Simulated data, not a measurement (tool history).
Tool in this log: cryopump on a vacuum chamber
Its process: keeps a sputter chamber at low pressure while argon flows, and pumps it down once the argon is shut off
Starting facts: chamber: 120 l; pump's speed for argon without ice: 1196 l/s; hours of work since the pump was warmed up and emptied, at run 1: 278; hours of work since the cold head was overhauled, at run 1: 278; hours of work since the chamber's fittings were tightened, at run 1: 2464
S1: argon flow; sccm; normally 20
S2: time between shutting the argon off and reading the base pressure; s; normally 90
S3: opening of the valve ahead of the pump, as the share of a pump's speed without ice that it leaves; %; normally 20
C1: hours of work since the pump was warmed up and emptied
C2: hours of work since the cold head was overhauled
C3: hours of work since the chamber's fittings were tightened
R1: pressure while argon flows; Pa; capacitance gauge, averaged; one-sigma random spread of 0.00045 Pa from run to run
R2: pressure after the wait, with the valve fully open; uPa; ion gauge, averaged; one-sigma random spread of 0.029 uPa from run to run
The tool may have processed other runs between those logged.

run	day	S1	S2	S3	C1	C2	C3	R1	R2
1	0.000	20	90	20	278	278	2464	0.1455	4.02
2	0.592	20	29	20	286	286	2472	0.1460	6.46
3	0.975	20	29	20	291	291	2477	0.1453	6.82
4	1.238	20	90	20	294	294	2480	0.1447	4.05
5	1.679	20	90	20	300	300	2486	0.1457	4.17
6	2.158	20	90	20	306	306	2492	0.1448	4.22
7	2.575	20	90	20	311	311	2497	0.1460	4.16
8	2.842	20	90	20	314	314	2500	0.1467	4.07
9	3.175	20	90	20	319	319	2505	0.1459	4.24
10	3.608	20	36	20	324	324	2510	0.1463	5.88
11	3.958	20	36	20	329	329	2515	0.1461	6.03
12	4.271	20	36	20	333	333	2519	0.1454	5.84
13	4.679	20	90	50	338	338	2524	0.0620	4.15
14	5.246	20	90	50	345	345	2531	0.0619	4.28
15	5.808	20	90	50	352	352	2538	0.0614	4.29
16	6.121	20	215	20	356	356	2542	0.1457	3.47
17	6.642	20	44	20	363	363	2548	0.1458	5.64
18	7.246	20	44	20	370	370	2556	0.1468	5.55
19	7.838	20	93	19	378	378	2564	0.1544	4.28

Estimate the outcome of run 20 from the log above:
# day 8.171: pump warmed up, emptied and cooled again
20	8.475	20	93	19	4	383	2569	?	?

R1: 0.1486 Pa
R2: 3.71 uPa
The same run, on a tool lacking any hidden state, would have yielded R1 0.1484 Pa, R2 1.37 uPa.
